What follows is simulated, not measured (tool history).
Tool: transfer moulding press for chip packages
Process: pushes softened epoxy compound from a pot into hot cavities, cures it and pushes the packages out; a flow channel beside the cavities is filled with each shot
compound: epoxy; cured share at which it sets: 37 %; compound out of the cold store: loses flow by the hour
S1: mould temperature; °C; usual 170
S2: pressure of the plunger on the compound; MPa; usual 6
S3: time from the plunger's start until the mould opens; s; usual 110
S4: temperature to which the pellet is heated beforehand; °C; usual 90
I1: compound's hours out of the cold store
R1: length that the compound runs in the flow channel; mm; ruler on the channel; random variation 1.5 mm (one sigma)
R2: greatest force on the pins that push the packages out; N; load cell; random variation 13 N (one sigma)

run	hour	S1	S2	S3	S4	I1	R1	R2
1	0	170	6	110	90	14.1	552	1259
# hour 36: cavities cleaned with cleaning compound and waxed
2	55.4	170	6	110	90	36.7	508	877
# hour 90.7: plunger's sealing rings changed
3	92.9	170	6	110	90	46.7	513	1164
# hour 133.3: cavities cleaned with cleaning compound and waxed
4	142.3	170	6	110	90	28.9	536	812
# hour 179: mould's thermocouples calibrated
5	189.2	170	6	110	90	29.9	534	1213
# hour 229.9: cavities cleaned with cleaning compound and waxed
6	252.9	170	6	110	90	46	503	949
7	281.2	170	6	110	90	19.8	543	1218
8	318.5	170	6	110	90	33	517	1364
# hour 324.7: cavities cleaned with cleaning compound and waxed
9	366.1	170	6	110	90	39.7	505	1103
# hour 380.2: plunger's sealing rings changed
10	399	170	6	110	90	42.6	520	1306
# hour 425.3: cavities cleaned with cleaning compound and waxed
11	467	170	6	110	90	20.3	552	1208
# hour 522: cavities cleaned with cleaning compound and waxed
12	527.4	170	6	110	90	43	506	799
# hour 569.2: mould's thermocouples calibrated, once more
13	586.1	170	6	110	90	15.5	547	1161
# hour 621.5: cavities cleaned with cleaning compound and waxed
14	639.7	170	6	110	90	36.9	507	815
# hour 668.6: plunger's sealing rings changed
15	707.9	166	6	110	90	44.2	517	1495
# hour 716.8: cavities cleaned with cleaning compound and waxed
16	746	171	5.55	117	82	31.4	506	796
17	805.9	171	5.55	117	82	12.1	533	1148
# hour 813.6: cavities cleaned with cleaning compound and waxed
18	852.8	177	5.55	99	81	16.8	516	854
# hour 910.5: cavities cleaned with cleaning compound and waxed
19	917	167	5.32	144	90	27.6	494	538
20	944.9	167	5.32	144	90	9.2	523	737
# hour 954.5: plunger's sealing rings changed
# hour 1007.3: cavities cleaned with cleaning compound and waxed
21	1007.3	167	4.71	97	83	9.3	512	1177
22	1074.1	177	6.77	110	85	28.7	553	854
# hour 1101.9: cavities cleaned with cleaning compound and waxed
23	1109.5	177	6.77	110	85	31	547	557
24	1164.3	170	4.85	110	93	17.3	490	1201
# hour 1195.6: cavities cleaned with cleaning compound and waxed
25	1195.6	170	4.62	110	85	26.7	464	679
26	1231.5	162	5.11	105	95	35.1	483	1941
# hour 1242.9: plunger's sealing rings changed
27	1272.6	172	5.94	105	87	43.1	509	1202

Measured less the same run without the tool's hidden state. The same run-to-run variation is in both; the gauge's scatter may not be:
The hidden state here: true mould temperature over the reading, C; pressure that reaches the compound, % of what is set; grip of the stained cavities, % over clean ones'; drift of the gauge itself on flow_mm, %; drift of the gauge itself on push_out_n, %.
run	R1	R2
1	-14	+615
2	-18	+284
3	+1	+559
4	-3	+203
5	-5	+597
6	-10	+345
7	-13	+597
8	-15	+763
9	-19	+505
10	+2	+697
11	-3	+566
12	-7	+191
13	-16	+523
14	-19	+204
15	-5	+735
16	-8	+269
17	-13	+578
18	-16	+325
19	-20	+65
20	-24	+263
21	-3	+62
22	-9	+395
23	-12	+87
24	-14	+570
25	-15	+50
26	-18	+789
27	-3	+610

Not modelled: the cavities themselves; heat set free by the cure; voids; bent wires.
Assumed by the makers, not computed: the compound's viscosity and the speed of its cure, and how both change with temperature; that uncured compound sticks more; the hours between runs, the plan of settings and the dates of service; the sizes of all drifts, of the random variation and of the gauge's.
